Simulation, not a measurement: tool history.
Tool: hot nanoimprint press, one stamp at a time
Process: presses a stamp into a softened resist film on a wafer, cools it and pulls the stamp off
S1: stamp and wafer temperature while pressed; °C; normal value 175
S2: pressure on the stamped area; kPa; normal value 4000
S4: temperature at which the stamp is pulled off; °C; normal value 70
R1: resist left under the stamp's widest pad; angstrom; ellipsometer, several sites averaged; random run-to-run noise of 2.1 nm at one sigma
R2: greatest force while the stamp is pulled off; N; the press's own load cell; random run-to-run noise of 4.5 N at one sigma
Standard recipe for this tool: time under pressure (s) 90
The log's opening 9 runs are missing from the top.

{"run": 10, "day": 4.175, "S1": 179, "S2": 4000, "time under pressure (s)": 102, "S4": 66, "R1": 2960, "R2": 249}
{"run": 11, "day": 4.8, "S1": 179, "S2": 4000, "time under pressure (s)": 102, "S4": 66, "R1": 2951, "R2": 241}
{"run": 12, "day": 5.375, "S1": 179, "S2": 4000, "time under pressure (s)": 102, "S4": 66, "R1": 2990, "R2": 240}
{"run": 13, "day": 5.783, "S1": 179, "S2": 4000, "time under pressure (s)": 102, "S4": 66, "R1": 2944, "R2": 245}
{"day": 5.942, "done": "plate thermocouple calibrated"}
{"run": 14, "day": 6.55, "S1": 171, "S2": 4000, "time under pressure (s)": 102, "S4": 66, "R1": 3775, "R2": 251}
{"run": 15, "day": 7.175, "S1": 171, "S2": 4000, "time under pressure (s)": 102, "S4": 66, "R1": 3729, "R2": 262}
{"run": 16, "day": 7.621, "S1": 183, "S2": 3150, "time under pressure (s)": 62, "S4": 63, "R1": 3587, "R2": 266}
{"run": 17, "day": 7.992, "S1": 185, "S2": 4000, "time under pressure (s)": 90, "S4": 74, "R1": 2670, "R2": 218}
{"run": 18, "day": 8.392, "S1": 175, "S2": 4000, "time under pressure (s)": 90, "S4": 71, "R1": 3520, "R2": 221}
{"day": 8.667, "done": "plate thermocouple calibrated, once more"}
{"run": 19, "day": 8.862, "S1": 175, "S2": 4000, "time under pressure (s)": 90, "S4": 71, "R1": 3462, "R2": 223}
{"run": 20, "day": 9.325, "S1": 185, "S2": 2520, "time under pressure (s)": 90, "S4": 70, "R1": 3272, "R2": 232}
{"run": 21, "day": 9.896, "S1": 179, "S2": 3920, "time under pressure (s)": 149, "S4": 70, "R1": 2585, "R2": 237}
{"run": 22, "day": 10.171, "S1": 179, "S2": 3920, "time under pressure (s)": 149, "S4": 70, "R1": 2548, "R2": 233}
{"run": 23, "day": 10.538, "S1": 170, "S2": 4750, "time under pressure (s)": 64, "S4": 63, "R1": 4117, "R2": 281}
{"run": 24, "day": 10.908, "S1": 167, "S2": 3520, "time under pressure (s)": 63, "S4": 63, "R1": 4944, "R2": 262}
{"run": 25, "day": 11.242, "S1": 168, "S2": 4950, "time under pressure (s)": 77, "S4": 74, "R1": 4019, "R2": 219}
{"run": 26, "day": 11.867, "S1": 180, "S2": 4950, "time under pressure (s)": 150, "S4": 74, "R1": 2204, "R2": 214}
{"run": 27, "day": 12.133, "S1": 179, "S2": 4150, "time under pressure (s)": 55, "S4": 65, "R1": 3636, "R2": 276}
{"run": 28, "day": 12.625, "S1": 179, "S2": 5670, "time under pressure (s)": 55, "S4": 65, "R1": 3217, "R2": 278}
{"run": 29, "day": 12.971, "S1": 183, "S2": 3320, "time under pressure (s)": 55, "S4": 61, "R1": 3637, "R2": 303}
{"run": 30, "day": 13.438, "S1": 175, "S2": 4000, "time under pressure (s)": 90, "S4": 61, "R1": 3433, "R2": 297}

Predict each of these 3 candidate next runs independently; none follows another, all start after run 30:
{"run": "A", "day": 13.996, "S1": 175, "S2": 4000, "time under pressure (s)": 90, "S4": 65, "R1": "?", "R2": "?"}
{"run": "B", "day": 13.996, "S1": 175, "S2": 5880, "time under pressure (s)": 90, "S4": 57, "R1": "?", "R2": "?"}
{"run": "C", "day": 13.996, "S1": 175, "S2": 4000, "time under pressure (s)": 90, "S4": 59, "R1": "?", "R2": "?"}

run=A R1=3473 R2=267
run=B R1=2913 R2=311
run=C R1=3465 R2=310
Had the tool no hidden state, the same runs would have come out as:
run=A R1=3395 R2=238
run=B R1=2822 R2=277
run=C R1=3387 R2=276

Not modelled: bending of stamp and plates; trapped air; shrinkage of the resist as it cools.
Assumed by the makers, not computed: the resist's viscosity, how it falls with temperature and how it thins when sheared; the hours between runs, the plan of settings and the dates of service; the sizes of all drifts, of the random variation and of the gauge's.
